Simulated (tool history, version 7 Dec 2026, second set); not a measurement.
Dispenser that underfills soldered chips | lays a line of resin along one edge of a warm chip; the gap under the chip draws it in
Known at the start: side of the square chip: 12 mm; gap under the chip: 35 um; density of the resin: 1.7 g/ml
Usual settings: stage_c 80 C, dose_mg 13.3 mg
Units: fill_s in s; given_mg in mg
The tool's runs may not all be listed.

run	day	stage_c	dose_mg	fill_s	given_mg
1	0.000	80	13.3	111.9	12.81
# day 0.358: new syringe of resin
# day 0.617: dispensing valve cleaned and set on the balance
2	0.638	69	13.3	206.3	13.33
# day 0.792: new syringe of resin
3	1.138	69	13.3	232.3	13.24
# day 1.183: new syringe of resin
# day 1.600: new syringe of resin
4	1.658	80	13.3	106.1	13.24
# day 2.021: new syringe of resin
5	2.142	80	12.8	115.2	12.68
# day 2.433: new syringe of resin
6	2.438	77	12.8	116.1	12.61
# day 2.842: new syringe of resin
7	3.038	77	12.8	138.8	12.57
# day 3.246: new syringe of resin
8	3.496	77	12.8	149.9	12.53
# day 3.662: new syringe of resin
9	3.979	77	12.8	163.6	12.47
# day 4.083: new syringe of resin
10	4.408	75	13.3	172.3	12.96
# day 4.479: new syringe of resin
11	4.817	81	13.3	142.1	12.87
# day 4.888: new syringe of resin
# day 5.271: new syringe of resin
12	5.275	72	13.3	141.3	12.79
# day 5.679: new syringe of resin
13	5.771	72	13.3	157.3	12.81
# day 6.104: new syringe of resin
14	6.292	72	13.3	170.1	12.79
# day 6.367: dispensing valve cleaned and set on the balance
# day 6.575: new syringe of resin
15	6.750	94	13.3	68.9	13.23
# day 6.967: new syringe of resin
# day 7.371: new syringe of resin
16	7.371	80	13.3	97.5	13.19
# day 7.775: new syringe of resin
17	7.917	80	13.3	112.8	13.17
# day 8.179: new syringe of resin
18	8.542	70	11.8	225.7	11.60
# day 8.596: new syringe of resin
# day 8.979: new syringe of resin
19	8.996	70	11.8	155.4	11.55
# day 9.388: new syringe of resin
20	9.504	74	16.2	141.7	15.83
# day 9.775: new syringe of resin
21	9.775	91	15.3	63.3	14.89
22	10.092	91	15.2	87.7	14.81
# day 10.188: new syringe of resin
# day 10.612: new syringe of resin
23	10.708	91	15.2	68.7	14.70
24	10.962	93	16.4	85.6	15.89
# day 11.029: new syringe of resin
25	11.292	68	15.9	208.9	15.36
# day 11.421: new syringe of resin
26	11.633	80	15.7	120.9	15.10
# day 11.817: new syringe of resin
27	11.950	74	16.4	141.7	15.73
# day 12.129: dispensing valve cleaned and set on the balance
# day 12.258: new syringe of resin
28	12.492	93	14.6	73.0	14.56
# day 12.662: new syringe of resin
29	12.883	93	14.6	71.1	14.46
# day 13.075: new syringe of resin
30	13.279	80	11.8	120.4	11.74
# day 13.467: new syringe of resin
31	13.679	85	12.7	98.5	12.56
# day 13.888: new syringe of resin
32	14.142	80	12.4	130.9	12.20
# day 14.304: new syringe of resin
# day 14.704: new syringe of resin
33	14.704	80	12.4	97.2	12.16

Forecast each of these 4 alternatives for the next run:
A	15.050	83	13.3	?	?
B	15.050	91	13.3	?	?
C	15.050	88	16.6	?	?
D	15.050	84	12.4	?	?

run	fill_s	given_mg
A	121.8	12.93
B	89.8	13.01
C	99.0	16.19
D	119.3	12.13
Without the tool's hidden state the same runs would have given:
run	fill_s	given_mg
A	94.6	13.22
B	69.5	13.30
C	76.9	16.56
D	92.6	12.40
